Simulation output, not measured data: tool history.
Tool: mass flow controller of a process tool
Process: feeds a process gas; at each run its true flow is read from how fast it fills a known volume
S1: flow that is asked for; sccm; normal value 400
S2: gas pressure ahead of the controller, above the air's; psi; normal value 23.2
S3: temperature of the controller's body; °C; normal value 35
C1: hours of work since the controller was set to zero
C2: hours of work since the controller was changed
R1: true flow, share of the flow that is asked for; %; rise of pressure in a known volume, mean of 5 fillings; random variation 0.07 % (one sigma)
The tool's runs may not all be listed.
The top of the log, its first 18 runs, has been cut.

run,hour,S1,S2,S3,C1,C2,R1
# hour 4913.8: controller's zero set anew
19,5210.6,328,27.8,32,217,4457,95.98
20,5422.3,64,24.2,21,371,4611,88.82
21,5762.3,458,23.2,27,619,4859,96.96
22,5998.7,458,39,30,792,5032,96.5
23,6257.9,259,30.3,30,981,5221,95.09
24,6555.4,67,20.5,22,1198,5438,87.94
25,6815.4,67,20.5,22,1388,5628,87.67
26,7093.4,400,29.2,26,1591,5831,96.3
# hour 7113.1: controller's zero set anew, once more
27,7273.9,400,29.2,26,117,5962,98.02
28,7597.6,69,24.5,34,354,6199,96.02
29,7812,202,24.1,34,510,6355,96.64
30,8245.5,471,40.2,25,827,6671,97.86
31,8661.5,471,40.2,25,1130,6975,97.68
32,9062,471,21.9,21,1423,7267,98.09
33,9413.8,471,21.9,21,1679,7524,97.94
34,9826.8,471,23.9,20,1981,7826,97.87
35,10161.9,86,23.2,38,2225,8070,93.65

Each row is a separate what-if for the run after 35, all from the same tool condition, not one after another. Results?
A,10447.1,170,23.2,27,2434,8278,?
B,10447.1,126,38,31,2434,8278,?
C,10447.1,400,23.2,38,2434,8278,?
D,10447.1,183,25.1,38,2434,8278,?
E,10447.1,55,23.2,35,2434,8278,?

run,R1
A,95.72
B,94.86
C,96.05
D,94.9
E,92.16
Had the tool no hidden state, the same runs would have come out as:
run,R1
A,99.27
B,98.86
C,98.87
D,98.36
E,98.38
